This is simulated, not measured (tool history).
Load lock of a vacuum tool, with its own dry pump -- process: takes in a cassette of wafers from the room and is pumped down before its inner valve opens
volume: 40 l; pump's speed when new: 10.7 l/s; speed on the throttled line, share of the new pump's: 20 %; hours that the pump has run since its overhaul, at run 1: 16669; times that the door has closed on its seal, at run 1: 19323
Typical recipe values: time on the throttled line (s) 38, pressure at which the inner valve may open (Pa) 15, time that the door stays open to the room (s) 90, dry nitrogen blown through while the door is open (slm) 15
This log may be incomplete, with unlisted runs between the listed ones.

run,day,time on the throttled line (s),pressure at which the inner valve may open (Pa),time that the door stays open to the room (s),dry nitrogen blown through while the door is open (slm),hours that the pump has run since its overhaul,times that the door has closed on its seal,"incoming humidity of the room's air, %",time from the closed door until the inner valve may open (s),rise of the pressure with all valves shut (Pa/min)
1,0.000,38,15,90,15,16669,19323,43.7,64.0,0.023
2,12.733,38,15,90,15,16974,20639,44.4,63.4,0.022
# day 14.329: dry pump taken out, an overhauled one fitted
3,32.425,38,15,90,15,434,22648,46.1,63.2,0.026
4,54.621,38,15,90,15,967,24942,44.2,63.5,0.030
5,71.529,38,15,90,15,1373,26689,42.8,63.7,0.020
6,87.029,38,15,90,15,1745,28292,43.8,63.5,0.029
7,105.358,38,15,90,15,2185,30186,45.9,63.7,0.023
8,121.967,38,15,90,15,2583,31902,44.4,63.7,0.022
9,134.696,44,15,90,15,2889,33218,42.9,68.6,0.023
10,146.696,44,15,90,15,3177,34458,45.0,68.6,0.024
11,169.004,44,15,90,15,3712,36764,44.5,68.5,0.024
# day 174.758: door's seal changed, seat wiped
12,187.092,44,15,154,15,4145,1275,40.6,68.4,0.030
13,200.121,32,15,90,15,4458,2621,44.3,58.9,0.022
14,218.683,32,15,90,15,4903,4539,44.2,59.0,0.020
15,238.871,32,15,90,15,5388,6626,43.6,59.6,0.027
16,252.633,38,23,90,15,5718,8048,43.8,62.2,0.025
17,273.954,38,23,90,15,6230,10252,43.3,61.8,0.028
18,289.012,38,23,90,15,6591,11808,47.5,61.9,0.028
19,301.417,32,19,93,11,6889,13090,45.4,58.1,0.029
20,323.054,28,20,30,28,7408,15326,47.4,54.2,0.010
21,342.750,38,14,90,15,7881,17362,46.0,63.8,0.026
22,357.550,38,14,90,15,8236,18891,39.9,63.3,0.026
23,367.829,24,13,26,26,8483,19954,43.1,52.8,0.016
24,385.154,24,13,26,26,8898,21744,44.3,52.8,0.022
25,402.250,24,13,26,26,9309,23511,42.5,52.9,0.012
26,420.200,24,20,29,15,9739,25366,46.0,51.5,0.012
27,437.283,24,20,29,15,10149,27132,43.0,51.2,0.014
28,449.617,24,20,29,15,10445,28406,42.6,51.5,0.016
29,470.229,59,15,209,15,10940,30537,45.5,80.4,0.042
30,483.721,59,15,209,15,11264,31931,45.5,80.0,0.037
31,496.779,38,15,207,10,11577,33281,44.8,63.3,0.048
32,506.108,38,16,90,15,11801,34245,47.2,63.2,0.025
33,527.596,38,16,90,15,12317,36466,43.5,63.3,0.026

What will run 34 give?
# day 536.462: door's seal changed, seat wiped
34,539.562,60,12,97,43,12603,321,43.5,?,?

Logged for run 34: time from the closed door until the inner valve may open (s) 82.3, rise of the pressure with all valves shut (Pa/min) 0.016.
Minus the tool's unlogged condition, the same run would have read time from the closed door until the inner valve may open (s) 82.3, rise of the pressure with all valves shut (Pa/min) 0.016.

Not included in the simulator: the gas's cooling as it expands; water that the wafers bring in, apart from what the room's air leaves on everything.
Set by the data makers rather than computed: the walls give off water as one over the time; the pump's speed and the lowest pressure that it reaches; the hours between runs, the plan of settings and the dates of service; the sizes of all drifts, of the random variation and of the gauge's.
